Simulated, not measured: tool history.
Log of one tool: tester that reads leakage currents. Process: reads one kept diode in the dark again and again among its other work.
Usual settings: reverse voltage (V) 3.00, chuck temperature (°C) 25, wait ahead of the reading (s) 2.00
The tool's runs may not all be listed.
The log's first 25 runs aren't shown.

| run | day | reverse voltage (V) | chuck temperature (°C) | wait ahead of the reading (s) | hours of work since the probe card was cleaned | hours of work since the tester was calibrated | hours of work since the chuck was calibrated | current that the tester gives (pA) |
|---|---|---|---|---|---|---|---|---|
| 26 | 43.171 | 1.88 | 25 | 0.48 | 326 | 1208 | 76 | 58.92 |
| 27 | 44.583 | 3.33 | 28 | 0.33 | 343 | 1224 | 92 | 101.74 |
| 28 | 46.817 | 6.48 | 27 | 4.03 | 369 | 1251 | 118 | 124.05 |
| 29 | 47.875 | 6.48 | 28 | 1.28 | 381 | 1263 | 131 | 136.49 |
| 30 | 49.600 | 6.48 | 28 | 1.28 | 402 | 1283 | 151 | 136.88 |
| 31 | 51.358 | 17.56 | 33 | 2.00 | 422 | 1304 | 172 | 337.50 |
| 32 | 53.188 | 11.59 | 46 | 2.00 | 444 | 1325 | 193 | 808.72 |
| 33 | 55.192 | 2.80 | 31 | 0.31 | 467 | 1349 | 217 | 120.93 |

Forecast each of these 5 alternatives for the next run:
| A | 56.517 | 2.80 | 31 | 2.01 | 483 | 1364 | 232 | ? |
| B | 56.517 | 1.21 | 29 | 0.71 | 483 | 1364 | 232 | ? |
| C | 56.517 | 2.80 | 31 | 0.63 | 483 | 1364 | 232 | ? |
| D | 56.517 | 4.45 | 35 | 1.38 | 483 | 1364 | 232 | ? |
| E | 56.517 | 3.00 | 41 | 2.00 | 483 | 1364 | 232 | ? |

| run | current that the tester gives (pA) |
|---|---|
| A | 119.26 |
| B | 66.91 |
| C | 119.33 |
| D | 208.82 |
| E | 286.84 |
Without the tool's hidden state the same runs would have given:
| run | current that the tester gives (pA) |
|---|---|
| A | 119.36 |
| B | 67.04 |
| C | 119.42 |
| D | 209.03 |
| E | 287.62 |
